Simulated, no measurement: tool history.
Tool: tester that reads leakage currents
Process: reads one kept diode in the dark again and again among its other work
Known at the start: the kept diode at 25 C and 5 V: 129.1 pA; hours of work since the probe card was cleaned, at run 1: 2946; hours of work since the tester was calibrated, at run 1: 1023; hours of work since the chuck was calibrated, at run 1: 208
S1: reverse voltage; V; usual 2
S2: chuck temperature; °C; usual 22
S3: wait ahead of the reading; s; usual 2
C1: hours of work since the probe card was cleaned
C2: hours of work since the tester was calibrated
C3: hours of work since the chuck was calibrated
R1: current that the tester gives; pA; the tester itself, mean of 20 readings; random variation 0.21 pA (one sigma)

{"run": 1, "day": 0.0, "S1": 2, "S2": 22, "S3": 2, "C1": 2946, "C2": 1023, "C3": 208, "R1": 71.43}
{"run": 2, "day": 0.979, "S1": 2, "S2": 22, "S3": 2, "C1": 2960, "C2": 1036, "C3": 222, "R1": 71.58}
{"run": 3, "day": 1.854, "S1": 2, "S2": 22, "S3": 1.96, "C1": 2972, "C2": 1049, "C3": 234, "R1": 71.36}
{"run": 4, "day": 3.229, "S1": 2, "S2": 22, "S3": 1.96, "C1": 2992, "C2": 1068, "C3": 253, "R1": 71.33}
{"run": 5, "day": 4.358, "S1": 2.63, "S2": 22, "S3": 1.96, "C1": 3008, "C2": 1084, "C3": 269, "R1": 80.74}
{"day": 5.15, "done": "probe card cleaned and baked"}
{"run": 6, "day": 5.696, "S1": 2, "S2": 22, "S3": 2, "C1": 8, "C2": 1101, "C3": 286, "R1": 68.81}
{"run": 7, "day": 6.604, "S1": 2, "S2": 22, "S3": 2, "C1": 20, "C2": 1114, "C3": 299, "R1": 69.05}
{"run": 8, "day": 7.612, "S1": 2, "S2": 22, "S3": 2, "C1": 35, "C2": 1128, "C3": 313, "R1": 69.19}
{"run": 9, "day": 9.7, "S1": 2, "S2": 22, "S3": 2, "C1": 64, "C2": 1158, "C3": 343, "R1": 68.91}
{"run": 10, "day": 11.312, "S1": 2, "S2": 22, "S3": 2, "C1": 87, "C2": 1180, "C3": 366, "R1": 68.97}
{"run": 11, "day": 12.254, "S1": 14.5, "S2": 22, "S3": 2, "C1": 100, "C2": 1194, "C3": 379, "R1": 162.24}
{"run": 12, "day": 13.854, "S1": 14.5, "S2": 22, "S3": 2, "C1": 123, "C2": 1216, "C3": 401, "R1": 163.01}
{"run": 13, "day": 15.475, "S1": 14.5, "S2": 22, "S3": 2, "C1": 146, "C2": 1239, "C3": 424, "R1": 163.22}
{"run": 14, "day": 16.754, "S1": 14.5, "S2": 22, "S3": 2, "C1": 164, "C2": 1257, "C3": 442, "R1": 163.12}
{"run": 15, "day": 17.808, "S1": 14.5, "S2": 22, "S3": 2, "C1": 179, "C2": 1272, "C3": 457, "R1": 162.41}
{"run": 16, "day": 19.267, "S1": 2, "S2": 40, "S3": 4.43, "C1": 199, "C2": 1292, "C3": 478, "R1": 318.73}
{"run": 17, "day": 20.175, "S1": 2, "S2": 40, "S3": 4.43, "C1": 212, "C2": 1305, "C3": 491, "R1": 320.28}
{"run": 18, "day": 22.242, "S1": 2, "S2": 40, "S3": 4.43, "C1": 241, "C2": 1334, "C3": 520, "R1": 319.8}
{"run": 19, "day": 23.125, "S1": 4.39, "S2": 40, "S3": 4.43, "C1": 253, "C2": 1347, "C3": 532, "R1": 446.44}
{"run": 20, "day": 24.55, "S1": 4.39, "S2": 40, "S3": 4.43, "C1": 274, "C2": 1367, "C3": 552, "R1": 446.31}
{"run": 21, "day": 25.592, "S1": 13.79, "S2": 37, "S3": 2.63, "C1": 288, "C2": 1382, "C3": 567, "R1": 573.03}
{"run": 22, "day": 27.512, "S1": 13.79, "S2": 37, "S3": 2.63, "C1": 315, "C2": 1409, "C3": 594, "R1": 574.44}
{"run": 23, "day": 29.033, "S1": 5.32, "S2": 37, "S3": 2.63, "C1": 337, "C2": 1430, "C3": 616, "R1": 382.19}
{"run": 24, "day": 30.954, "S1": 2, "S2": 48, "S3": 8.42, "C1": 364, "C2": 1457, "C3": 643, "R1": 600.3}
{"run": 25, "day": 33.0, "S1": 2, "S2": 48, "S3": 8.42, "C1": 393, "C2": 1486, "C3": 671, "R1": 601.09}
{"run": 26, "day": 34.254, "S1": 4.19, "S2": 21, "S3": 8.42, "C1": 410, "C2": 1504, "C3": 689, "R1": 88.26}
{"run": 27, "day": 35.817, "S1": 10.74, "S2": 21, "S3": 2, "C1": 432, "C2": 1526, "C3": 711, "R1": 133.11}
{"run": 28, "day": 37.858, "S1": 10.74, "S2": 21, "S3": 2, "C1": 461, "C2": 1555, "C3": 740, "R1": 134.33}

Forecast each of these 4 alternatives for the next run:
{"run": "A", "day": 39.438, "S1": 3.26, "S2": 33, "S3": 1.41, "C1": 483, "C2": 1577, "C3": 762, "R1": "?"}
{"run": "B", "day": 39.438, "S1": 2, "S2": 25, "S3": 0.63, "C1": 483, "C2": 1577, "C3": 762, "R1": "?"}
{"run": "C", "day": 39.438, "S1": 3.9, "S2": 48, "S3": 2, "C1": 483, "C2": 1577, "C3": 762, "R1": "?"}
{"run": "D", "day": 39.438, "S1": 5.76, "S2": 21, "S3": 2.23, "C1": 483, "C2": 1577, "C3": 762, "R1": "?"}

run=A R1=224.27
run=B R1=92.67
run=C R1=796.46
run=D R1=101.94
Without the tool's hidden state the same runs would have given:
run=A R1=215.44
run=B R1=88.74
run=C R1=769.05
run=D R1=96.76

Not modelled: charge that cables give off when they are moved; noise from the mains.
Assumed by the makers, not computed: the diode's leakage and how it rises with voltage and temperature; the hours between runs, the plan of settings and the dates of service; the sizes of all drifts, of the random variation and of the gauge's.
